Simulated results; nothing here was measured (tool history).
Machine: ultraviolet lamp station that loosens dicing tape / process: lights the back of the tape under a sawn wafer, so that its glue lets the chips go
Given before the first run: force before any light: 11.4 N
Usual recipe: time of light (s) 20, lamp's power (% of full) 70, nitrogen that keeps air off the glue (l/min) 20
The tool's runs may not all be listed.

run,hour,time of light (s),lamp's power (% of full),nitrogen that keeps air off the glue (l/min),force that peels the tape off (N),light that reached the tape (mJ/cm²)
1,0,20,70,20,0.498,162
2,74.3,20,70,20,0.532,156
3,127.7,20,78,20,0.422,172
# hour 141.6: window cleaned of glue's vapour
4,205.7,20,78,20,0.6,151
5,250.4,20,78,20,0.633,149
# hour 316.1: window cleaned of glue's vapour, once more
6,324.8,20,78,8,0.722,195
7,374.2,20,78,8,0.757,192
8,425,20,78,8,0.812,186
9,499.7,20,65,20,0.558,152
10,550.4,23,65,20,0.439,172
11,619.9,23,65,20,0.433,169
12,702.9,20,79,20,0.428,177
13,760.2,20,79,20,0.452,167
14,827.3,13,70,32,1.273,94
15,864.2,13,70,32,1.269,93
16,924.4,13,70,32,1.311,90
17,997.1,13,70,32,1.386,87
# hour 1046.4: window cleaned of glue's vapour
18,1046.4,13,70,32,1.089,98
19,1120.3,20,76,20,0.467,166
20,1174.4,26,63,20,0.413,175
21,1238.8,26,63,20,0.439,170
22,1274.8,37,70,6,0.484,262
23,1355.6,20,63,13,1.317,121

Branching from run 23: 4 alternative next runs. What would each branch give?
A,1403.3,20,94,8,?,?
B,1403.3,25,70,20,?,?
C,1403.3,20,85,19,?,?
D,1403.3,20,72,20,?,?

run,force that peels the tape off (N),light that reached the tape (mJ/cm²)
A,0.918,177
B,0.437,170
C,0.499,165
D,0.744,139
With the hidden condition removed and each run's random variation left untouched, the same runs would have given:
run,force that peels the tape off (N),light that reached the tape (mJ/cm²)
A,0.377,255
B,0.19,243
C,0.213,237
D,0.306,199
